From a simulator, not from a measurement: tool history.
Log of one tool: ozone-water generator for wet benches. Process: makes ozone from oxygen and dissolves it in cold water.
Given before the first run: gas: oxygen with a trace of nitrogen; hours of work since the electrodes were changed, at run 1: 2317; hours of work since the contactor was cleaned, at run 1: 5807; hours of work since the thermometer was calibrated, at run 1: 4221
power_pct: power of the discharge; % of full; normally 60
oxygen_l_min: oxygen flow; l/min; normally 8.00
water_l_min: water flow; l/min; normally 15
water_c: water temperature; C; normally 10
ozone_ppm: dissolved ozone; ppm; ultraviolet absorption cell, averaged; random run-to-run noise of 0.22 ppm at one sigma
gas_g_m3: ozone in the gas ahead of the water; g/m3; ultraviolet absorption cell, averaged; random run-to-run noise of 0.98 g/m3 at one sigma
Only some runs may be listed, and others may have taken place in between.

run,hour,power_pct,oxygen_l_min,water_l_min,water_c,hours of work since the electrodes were changed,hours of work since the contactor was cleaned,hours of work since the thermometer was calibrated,ozone_ppm,gas_g_m3
1,0.0,60,8.00,15,10,2317,5807,4221,33.4,168.9
2,64.6,67,8.00,15,10,2376,5866,4280,35.8,182.4
3,122.4,60,8.00,15,10,2429,5919,4332,33.1,169.7
4,153.9,60,8.00,15,10,2457,5948,4361,33.1,169.3
5,185.5,60,8.00,15,10,2486,5977,4390,33.0,169.3
6,221.1,60,8.00,15,10,2519,6009,4423,33.5,168.4
7,252.0,60,8.00,15,10,2547,6037,4451,33.3,168.1
8,298.5,60,8.00,13,10,2590,6080,4493,35.7,168.8
9,331.6,60,8.00,15,10,2620,6110,4524,33.1,167.2
10,387.4,60,8.00,11,10,2671,6161,4575,38.5,167.4
11,441.4,60,8.00,11,10,2720,6211,4624,38.2,169.6
12,474.2,60,8.00,11,10,2750,6241,4654,39.2,168.3
13,506.8,60,8.00,11,10,2780,6270,4684,39.2,165.6
14,535.8,60,8.00,15,10,2807,6297,4710,32.8,166.4
15,597.5,60,8.00,11,10,2863,6353,4767,38.6,164.9
16,659.2,60,8.00,15,10,2919,6410,4823,33.4,167.8
17,696.1,60,8.00,15,10,2953,6443,4857,32.8,167.9
18,726.6,60,8.00,15,10,2981,6471,4885,33.3,167.9
19,754.7,60,10.52,20,10,3007,6497,4911,28.2,145.4
20,819.5,60,10.52,20,10,3066,6556,4970,27.9,145.6
21,880.5,60,4.22,18,8,3122,6612,5026,29.1,228.2
22,924.3,86,8.00,19,10,3162,6652,5066,37.9,216.9
23,969.0,86,8.00,19,10,3203,6693,5106,37.9,216.3
# hour 1015.0: water thermometer calibrated
24,1015.0,60,8.00,20,10,3244,6735,0,28.0,165.0
25,1063.2,47,4.67,10,6,3288,6779,44,37.4,179.4
26,1116.0,60,8.63,11,12,3336,6827,92,37.3,160.0
27,1171.8,60,8.63,17,5,3388,6878,143,33.2,159.8
28,1201.6,60,8.63,17,5,3415,6905,171,33.4,158.8
29,1232.0,60,8.00,11,6,3443,6933,198,41.9,164.9
30,1258.8,60,12.52,18,13,3467,6957,223,27.2,132.6
# hour 1273.2: gauge calibrated
31,1318.1,70,9.52,21,7,3521,7012,277,32.1,175.9
32,1383.2,70,12.31,19,5,3581,7071,337,34.7,155.0

Table of differences, measured result less the result of that run with no hidden state. Run-to-run variation is the same in both. Gauge scatter possibly is not:
Hidden conditions of the tool in this case: yield of the discharge, % of new electrodes'; contactor's efficiency, % of a clean one's; true water temperature over the reading, C; drift of the gauge itself on ozone_ppm, %; drift of the gauge itself on gas_g_m3, %.
run,gas_g_m3
1,+0.0
2,-0.3
3,-0.5
4,-0.6
5,-0.8
6,-1.0
7,-1.1
8,-1.2
9,-1.4
10,-1.5
11,-1.8
12,-1.9
13,-2.0
14,-2.2
15,-2.4
16,-2.7
17,-2.8
18,-2.9
19,-2.6
20,-2.9
21,-4.9
22,-5.0
23,-5.1
24,-4.0
25,-4.7
26,-4.3
27,-4.5
28,-4.7
29,-5.0
30,-4.1
31,-0.2
32,-0.4
ozone_ppm without the hidden state stays within 0.1 ppm of what was measured, in all runs.

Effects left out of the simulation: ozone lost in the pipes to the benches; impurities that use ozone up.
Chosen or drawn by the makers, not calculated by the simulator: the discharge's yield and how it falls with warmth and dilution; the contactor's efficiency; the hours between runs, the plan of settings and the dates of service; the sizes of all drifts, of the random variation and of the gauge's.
